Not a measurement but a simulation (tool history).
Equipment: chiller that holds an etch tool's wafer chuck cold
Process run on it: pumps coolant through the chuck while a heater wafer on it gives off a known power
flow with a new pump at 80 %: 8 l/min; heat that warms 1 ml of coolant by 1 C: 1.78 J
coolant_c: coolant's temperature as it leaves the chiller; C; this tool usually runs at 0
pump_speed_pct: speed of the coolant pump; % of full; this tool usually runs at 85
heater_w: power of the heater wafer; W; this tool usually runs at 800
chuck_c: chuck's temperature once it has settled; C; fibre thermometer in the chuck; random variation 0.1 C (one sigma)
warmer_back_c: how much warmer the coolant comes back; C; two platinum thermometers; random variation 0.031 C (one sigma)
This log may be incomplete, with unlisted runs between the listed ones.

run,hour,coolant_c,pump_speed_pct,heater_w,chuck_c,warmer_back_c
1,0.0,0,85,800,9.5,3.55
2,136.0,0,85,800,9.4,3.55
3,298.3,0,85,800,9.3,3.59
4,434.7,0,85,800,9.5,3.51
5,539.7,0,85,800,9.5,3.56
6,649.6,0,85,800,9.6,3.63
7,858.7,0,85,800,9.5,3.63
8,980.6,0,85,800,9.7,3.67
9,1119.8,0,85,1102,13.1,4.99
10,1231.3,0,85,800,9.8,3.64
11,1357.2,0,85,800,9.9,3.63
12,1491.3,0,85,800,9.9,3.62
13,1681.5,-5,75,528,2.4,2.76
14,1815.7,10,83,615,18.0,2.95
# hour 1849.6: chiller's thermometer calibrated
15,1969.7,1,63,465,8.6,2.96
16,2128.3,-7,71,895,5.7,5.05
17,2258.0,-5,94,731,3.1,3.06
18,2451.5,-8,85,800,1.8,3.79
19,2647.1,-8,85,800,1.9,3.75
20,2857.9,8,70,563,16.3,3.30
21,2973.3,8,70,563,16.4,3.33

Consider 5 possible next runs. They are alternatives, not a sequence: every one starts from the tool as it was left by run 21. What does each give?
A,3151.5,-2,87,484,?,?
B,3151.5,-2,85,1185,?,?
C,3151.5,8,64,563,?,?
D,3151.5,5,76,673,?,?
E,3151.5,-8,80,482,?,?

run,chuck_c,warmer_back_c
A,4.1,2.24
B,12.9,5.62
C,17.2,3.59
D,14.4,3.62
E,-1.3,2.44
With the hidden condition removed and each run's random variation left untouched, the same runs would have given:
run,chuck_c,warmer_back_c
A,2.7,1.86
B,9.4,4.65
C,14.9,2.97
D,12.2,3.01
E,-2.9,2.02
